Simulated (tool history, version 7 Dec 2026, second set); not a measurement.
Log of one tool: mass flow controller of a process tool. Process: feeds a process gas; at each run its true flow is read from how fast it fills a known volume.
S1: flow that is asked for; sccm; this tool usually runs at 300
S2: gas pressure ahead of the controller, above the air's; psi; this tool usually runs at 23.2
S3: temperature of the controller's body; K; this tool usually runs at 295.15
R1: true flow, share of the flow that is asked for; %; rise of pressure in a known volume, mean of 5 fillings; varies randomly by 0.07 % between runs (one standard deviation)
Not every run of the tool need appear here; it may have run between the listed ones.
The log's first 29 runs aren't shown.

Run 30, hour 4216.9: usual settings but S1 771 sccm, S2 30.3 psi, S3 311.15 K. Result: R1 101.21 %.
Run 31, hour 4332.8: usual settings but S1 771 sccm, S2 30.3 psi, S3 311.15 K. Result: R1 101.22 %.
Run 32, hour 4486.7: usual settings but S1 771 sccm, S2 30.3 psi, S3 303.15 K. Result: R1 101.58 %.
Run 33, hour 4661.3: usual settings but S1 771 sccm, S2 30.3 psi, S3 303.15 K. Result: R1 101.56 %.
Run 34, hour 4753.6: usual settings but S1 771 sccm, S2 30.3 psi, S3 303.15 K. Result: R1 101.53 %.
Run 35, hour 4872.2: usual settings but S1 559 sccm, S2 26.8 psi, S3 308.15 K. Result: R1 101.05 %.
Run 36, hour 4977.9: usual settings but S1 822 sccm, S2 36.7 psi, S3 306.15 K. Result: R1 101.71 %.
At hour 5060.9: gauge calibrated.
Run 37, hour 5085.0: usual settings but S2 36.5 psi, S3 313.15 K. Result: R1 97.44 %.
Run 38, hour 5240.5: usual settings but S1 214 sccm, S2 36.5 psi, S3 299.15 K. Result: R1 97.61 %.
Run 39, hour 5364.5: usual settings but S1 214 sccm, S2 36.5 psi, S3 310.15 K. Result: R1 97.50 %.
Run 40, hour 5465.7: usual settings but S1 214 sccm, S2 36.7 psi, S3 309.15 K. Result: R1 97.69 %.
Run 41, hour 5556.3: usual settings but S1 145 sccm, S2 24.2 psi. Result: R1 98.01 %.
Run 42, hour 5749.3: usual settings but S1 384 sccm. Result: R1 98.81 %.
Run 43, hour 5897.2: usual settings but S1 179 sccm, S3 293.15 K. Result: R1 98.49 %.
Run 44, hour 5986.3: usual settings but S2 23.4 psi. Result: R1 98.71 %.
Run 45, hour 6097.7: usual settings but S3 313.15 K. Result: R1 98.51 %.
Run 46, hour 6178.4: usual settings but S2 29.6 psi, S3 297.15 K. Result: R1 98.63 %.
Run 47, hour 6361.2: usual settings but S2 30.3 psi, S3 301.15 K. Result: R1 98.62 %.

Branching from run 47: 5 alternative next runs. What would each branch give?
Run A, hour 6544.8: usual settings but S1 548 sccm. Result: R1 ?.
Run B, hour 6544.8: usual settings but S2 31.3 psi. Result: R1 ?.
Run C, hour 6544.8: usual settings but S2 20.3 psi. Result: R1 ?.
Run D, hour 6544.8: usual settings but S2 35.7 psi. Result: R1 ?.
Run E, hour 6544.8: usual settings but S1 744 sccm, S2 30.3 psi, S3 301.15 K. Result: R1 ?.

run     R1
  A  99.78
  B  98.73
  C  99.05
  D  98.72
  E  99.96
Had the tool no hidden state, the same runs would have come out as:
run     R1
  A  99.03
  B  97.99
  C  98.31
  D  97.98
  E  99.21

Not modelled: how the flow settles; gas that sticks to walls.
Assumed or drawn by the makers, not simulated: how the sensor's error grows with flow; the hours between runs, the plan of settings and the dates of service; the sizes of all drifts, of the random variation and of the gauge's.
